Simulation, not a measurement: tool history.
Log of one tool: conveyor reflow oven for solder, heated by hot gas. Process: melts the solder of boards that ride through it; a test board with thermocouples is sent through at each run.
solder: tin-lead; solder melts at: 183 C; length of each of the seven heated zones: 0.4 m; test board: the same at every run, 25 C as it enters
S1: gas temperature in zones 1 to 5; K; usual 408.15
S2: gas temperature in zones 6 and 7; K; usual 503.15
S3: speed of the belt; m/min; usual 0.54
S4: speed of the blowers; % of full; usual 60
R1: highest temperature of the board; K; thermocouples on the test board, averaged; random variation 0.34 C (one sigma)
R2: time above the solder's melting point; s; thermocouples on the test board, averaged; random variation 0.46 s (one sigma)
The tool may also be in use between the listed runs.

run,hour,S1,S2,S3,S4,R1,R2
1,0,408.15,503.15,0.54,60,477.65,49.1
2,80.5,408.15,506.15,0.54,60,479.75,52.5
3,147.7,408.15,506.15,0.54,60,479.85,51.5
4,221.2,408.15,503.15,0.54,60,480.25,52.1
5,262.3,408.15,509.15,0.54,60,483.85,58
6,334.2,408.15,509.15,0.54,60,483.45,58.1
7,430.7,408.15,509.15,0.54,60,486.95,62.1
8,485.1,408.15,503.15,0.572,60,480.15,50.3
9,570.2,408.15,503.15,0.572,60,479.95,49.3
10,652.2,408.15,503.15,0.625,60,475.45,39.6
11,709.6,408.15,503.15,0.54,80,485.95,60.4
12,797.5,408.15,503.15,0.54,80,484.85,61
13,889.9,408.15,503.15,0.54,80,484.45,60.2
14,960.3,398.15,503.15,0.54,60,477.35,46.4
15,999.8,398.15,503.15,0.54,60,477.15,46.5
16,1084.8,404.15,503.15,0.54,59,478.45,49.6
17,1171,401.15,497.15,0.54,71,475.35,44.6
18,1232,401.15,497.15,0.54,71,474.15,42
19,1301.4,406.15,497.15,0.507,74,477.35,53.1
20,1366.2,399.15,492.15,0.475,52,468.75,38
21,1407.2,421.15,516.15,0.524,86,497.25,79.1
22,1487,421.15,516.15,0.524,86,500.65,81.2
23,1529.8,394.15,500.15,0.457,87,485.95,68.5
24,1585.5,394.15,500.15,0.457,87,485.35,69.4
25,1626.2,408.15,503.15,0.54,60,479.95,52.7
26,1695.3,408.15,503.15,0.54,60,479.25,52
27,1783.3,408.15,503.15,0.54,60,478.75,52.1
28,1859.3,395.15,498.15,0.636,68,467.65,23.8
29,1926.5,395.15,501.15,0.529,68,476.75,45

Not shown: 5 entries that the log had between the listed runs. Between which runs, and how does the tool's hidden state differ before and after?
Between runs 3 and 4: thermocouples of zones 6 and 7 changed (hour 214.4)
  heat that the gas passes to the board, % of a clean oven's: 90.4 -> 89.6; belt's true speed, % of the reading: 99.17 -> 99.11; true gas temperature in zones 6 and 7 over the reading, C: -3.53 -> -0.05
  measured less the result without the state, R1: -5.3 -> -2.6 K; R2: -6.5 -> -3.6 s
Between runs 6 and 7: flux residue cleaned out of gas plates and filters (hour 404.6)
  heat that the gas passes to the board, % of a clean oven's: 88.2 -> 99.5; belt's true speed, % of the reading: 99 -> 98.91; true gas temperature in zones 6 and 7 over the reading, C: -0.23 -> -0.39
  measured less the result without the state, R1: -3.3 -> +0 K; R2: -3.7 -> +0.7 s
Between runs 15 and 16: belt drive overhauled, speed set with a stopwatch (hour 1010.8)
  heat that the gas passes to the board, % of a clean oven's: 92.1 -> 91.2; belt's true speed, % of the reading: 98.35 -> 98.05; true gas temperature in zones 6 and 7 over the reading, C: -1.3 -> -1.44
  measured less the result without the state, R1: -2.7 -> -3 K; R2: -3.3 -> -3.3 s
Between runs 17 and 18: belt drive overhauled, speed set with a stopwatch, once more (hour 1200.5)
  heat that the gas passes to the board, % of a clean oven's: 90.1 -> 89.5; belt's true speed, % of the reading: 97.97 -> 99.98; true gas temperature in zones 6 and 7 over the reading, C: -1.59 -> -1.67
  measured less the result without the state, R1: -3.6 -> -4.5 K; R2: -4.7 -> -7.4 s
Between runs 21 and 22: flux residue cleaned out of gas plates and filters (hour 1483.5)
  heat that the gas passes to the board, % of a clean oven's: 87.4 -> 99; belt's true speed, % of the reading: 99.81 -> 99.73; true gas temperature in zones 6 and 7 over the reading, C: -1.96 -> -2.09
  measured less the result without the state, R1: -5.3 -> -2 K; R2: -3.8 -> -1.1 s

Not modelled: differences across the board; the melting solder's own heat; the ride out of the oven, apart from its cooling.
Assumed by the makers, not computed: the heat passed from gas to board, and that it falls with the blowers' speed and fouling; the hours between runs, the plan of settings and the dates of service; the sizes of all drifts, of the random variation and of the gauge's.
